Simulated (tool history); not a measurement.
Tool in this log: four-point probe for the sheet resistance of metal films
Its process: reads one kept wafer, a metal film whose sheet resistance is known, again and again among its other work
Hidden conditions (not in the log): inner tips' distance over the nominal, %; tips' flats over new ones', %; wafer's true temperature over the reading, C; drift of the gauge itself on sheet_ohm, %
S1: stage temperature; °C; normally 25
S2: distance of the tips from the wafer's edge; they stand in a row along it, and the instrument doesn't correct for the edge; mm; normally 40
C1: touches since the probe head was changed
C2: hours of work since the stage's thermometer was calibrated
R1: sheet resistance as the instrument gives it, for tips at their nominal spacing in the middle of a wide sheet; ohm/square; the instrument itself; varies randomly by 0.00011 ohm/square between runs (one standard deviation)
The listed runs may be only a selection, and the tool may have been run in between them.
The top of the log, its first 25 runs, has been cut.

run 26 hour=321.7 | S1=32 S2=26 | C1=27428 C2=403 | R1=0.531975
-- hour=323.3 stage's thermometer calibrated
run 27 hour=336.4 | S1=34 S2=9 | C1=28043 C2=8 | R1=0.531831
run 28 hour=352.2 | S1=20 S2=8 | C1=28728 C2=18 | R1=0.535998
run 29 hour=360.4 | S1=30 S2=4 | C1=29086 C2=24 | R1=0.536511
-- hour=373.3 stage's thermometer calibrated, once more
run 30 hour=377.8 | S1=24 S2=25 | C1=29818 C2=3 | R1=0.533935
run 31 hour=391.6 | S1=31 S2=4 | C1=30419 C2=12 | R1=0.536579
run 32 hour=400.0 | S1=20 S2=7 | C1=30782 C2=17 | R1=0.536551
run 33 hour=410.2 | S1=24 S2=7 | C1=31226 C2=24 | R1=0.535345
run 34 hour=419.8 | S1=24 S2=7 | C1=31642 C2=30 | R1=0.535346
run 35 hour=432.7 | S1=24 S2=15 | C1=32202 C2=38 | R1=0.534143
run 36 hour=440.9 | S1=25 S2=57 | C1=32557 C2=43 | R1=0.533684
run 37 hour=457.5 | S1=33 S2=56 | C1=33279 C2=54 | R1=0.531370
run 38 hour=468.4 | S1=33 S2=18 | C1=33751 C2=61 | R1=0.531589
run 39 hour=481.2 | S1=24 S2=9 | C1=34306 C2=69 | R1=0.534600
run 40 hour=495.6 | S1=24 S2=9 | C1=34930 C2=78 | R1=0.534560
run 41 hour=504.3 | S1=24 S2=9 | C1=35308 C2=84 | R1=0.534517
run 42 hour=513.3 | S1=24 S2=42 | C1=35699 C2=89 | R1=0.533643
run 43 hour=521.2 | S1=33 S2=44 | C1=36042 C2=94 | R1=0.531212
run 44 hour=534.5 | S1=33 S2=44 | C1=36619 C2=103 | R1=0.531082
run 45 hour=543.1 | S1=33 S2=44 | C1=36991 C2=108 | R1=0.531091

Below are 4 alternative next runs, each starting from the tool's condition after run 45. Predict each:
run A hour=554.7 | S1=19 S2=40 | C1=37497 C2=116 | R1=?
run B hour=554.7 | S1=33 S2=44 | C1=37497 C2=116 | R1=?
run C hour=554.7 | S1=18 S2=5 | C1=37497 C2=116 | R1=?
run D hour=554.7 | S1=33 S2=6 | C1=37497 C2=116 | R1=?

run=A R1=0.535122
run=B R1=0.531257
run=C R1=0.538168
run=D R1=0.533060
What these runs would have given with no unlogged condition in the tool:
run=A R1=0.537864
run=B R1=0.533979
run=C R1=0.540925
run=D R1=0.535790

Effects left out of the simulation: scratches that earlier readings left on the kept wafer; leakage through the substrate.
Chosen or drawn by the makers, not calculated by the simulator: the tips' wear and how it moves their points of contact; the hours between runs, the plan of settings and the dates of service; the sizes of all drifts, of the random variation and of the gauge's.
